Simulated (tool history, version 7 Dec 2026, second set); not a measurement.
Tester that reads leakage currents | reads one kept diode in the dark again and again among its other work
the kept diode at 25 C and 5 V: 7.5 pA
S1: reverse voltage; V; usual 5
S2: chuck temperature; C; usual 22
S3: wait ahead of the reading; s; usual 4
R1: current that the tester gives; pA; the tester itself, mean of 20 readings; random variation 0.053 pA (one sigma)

run 1 hour=0 | S1=5 S2=22 S3=4 | R1=9.14
run 2 hour=39.1 | S1=5 S2=22 S3=4 | R1=9.05
run 3 hour=79.3 | S1=5 S2=22 S3=4 | R1=9.12
run 4 hour=100.9 | S1=5 S2=22 S3=4 | R1=9.19
run 5 hour=153.2 | S1=5 S2=22 S3=4 | R1=9.32
run 6 hour=201.4 | S1=5 S2=22 S3=4 | R1=9.3
run 7 hour=239.6 | S1=5 S2=22 S3=4 | R1=9.38
run 8 hour=276.3 | S1=5 S2=34 S3=8.78 | R1=18.9
run 9 hour=324.3 | S1=5 S2=34 S3=8.78 | R1=18.78
run 10 hour=374.2 | S1=5.46 S2=22 S3=0.56 | R1=11.96
-- hour=379.7 chuck's temperature calibrated
run 11 hour=421.3 | S1=5.46 S2=22 S3=0.56 | R1=12.24
run 12 hour=469.8 | S1=5 S2=35 S3=6.13 | R1=20.97
run 13 hour=504.5 | S1=5 S2=57 S3=3.31 | R1=84.66
-- hour=537.3 chuck's temperature calibrated, once more
run 14 hour=541.2 | S1=8.36 S2=57 S3=3.31 | R1=100.64

4 ways to go on from here, each from the tool as it stands after run 14. What would each give?
run A hour=589.9 | S1=12.73 S2=46 S3=4 | R1=?
run B hour=589.9 | S1=5 S2=23 S3=4 | R1=?
run C hour=589.9 | S1=3.22 S2=34 S3=4 | R1=?
run D hour=589.9 | S1=5 S2=43 S3=1.65 | R1=?

run=A R1=63.72
run=B R1=9.81
run=C R1=14.61
run=D R1=33.07
Without the tool's hidden state the same runs would have given:
run=A R1=55.31
run=B R1=6.7
run=C R1=12.49
run=D R1=29.65
